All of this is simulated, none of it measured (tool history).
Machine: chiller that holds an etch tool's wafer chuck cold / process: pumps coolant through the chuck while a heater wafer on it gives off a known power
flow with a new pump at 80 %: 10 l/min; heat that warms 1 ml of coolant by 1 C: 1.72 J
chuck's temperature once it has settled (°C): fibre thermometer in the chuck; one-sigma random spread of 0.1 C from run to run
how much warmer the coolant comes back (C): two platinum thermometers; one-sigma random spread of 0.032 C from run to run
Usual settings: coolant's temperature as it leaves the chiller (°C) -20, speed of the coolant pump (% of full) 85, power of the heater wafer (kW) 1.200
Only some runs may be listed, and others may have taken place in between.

run   hour  coolant's temperature as it leaves the chiller (°C)  speed of the coolant pump (% of full)  power of the heater wafer (kW)  chuck's temperature once it has settled (°C)  how much warmer the coolant comes back (C)
  1    0.0                                                  -20                                     85                           1.200                                         -11.0                                        3.93
  2   45.7                                                  -17                                     85                           1.200                                          -8.0                                        3.98
  3   77.5                                                  -17                                     85                           1.200                                          -8.0                                        3.97
  4  105.7                                                  -17                                     85                           1.200                                          -8.0                                        3.94
  5  135.8                                                  -17                                     85                           1.200                                          -7.8                                        3.98
  6  189.0                                                  -17                                     85                           1.200                                          -8.0                                        3.93
  7  227.1                                                  -17                                     85                           1.200                                          -8.1                                        4.01
  8  282.2                                                  -20                                     70                           1.200                                          -9.1                                        4.93
  9  312.3                                                  -20                                     70                           1.200                                          -9.3                                        4.87
 10  345.9                                                  -20                                     85                           1.200                                         -11.0                                        3.97
 11  390.7                                                  -20                                     85                           1.200                                         -11.0                                        3.94
 12  425.0                                                  -20                                     85                           1.200                                         -11.0                                        3.96
 13  454.5                                                  -20                                     85                           1.200                                         -11.0                                        3.93
 14  493.5                                                  -20                                     85                           1.200                                         -11.1                                        4.03
 15  539.4                                                  -20                                     85                           1.200                                         -11.0                                        4.06
 16  576.0                                                  -20                                     85                           1.200                                         -10.9                                        4.01
 17  614.9                                                  -18                                     85                           1.200                                          -9.0                                        4.01
 18  649.1                                                  -30                                     89                           1.085                                         -22.4                                        3.42
 19  702.8                                                  -27                                     69                           1.200                                         -15.9                                        5.08
 20  727.4                                                  -30                                     85                           1.054                                         -22.2                                        3.53
 21  754.8                                                  -30                                     85                           1.054                                         -22.0                                        3.57
     765.8  -- chiller's thermometer calibrated
 22  804.0                                                  -15                                     98                           1.401                                          -5.3                                        4.03
 23  839.5                                                  -15                                     64                           1.124                                          -3.2                                        5.14

Predict the results of run 24:
 24  863.7                                                  -15                                     72                           1.124                                             ?                                           ?

chuck's temperature once it has settled (°C): -4.7
how much warmer the coolant comes back (C): 4.54
Had the tool carried no hidden state, the very same run would have given chuck's temperature once it has settled (°C) -5.4, how much warmer the coolant comes back (C) 4.43.

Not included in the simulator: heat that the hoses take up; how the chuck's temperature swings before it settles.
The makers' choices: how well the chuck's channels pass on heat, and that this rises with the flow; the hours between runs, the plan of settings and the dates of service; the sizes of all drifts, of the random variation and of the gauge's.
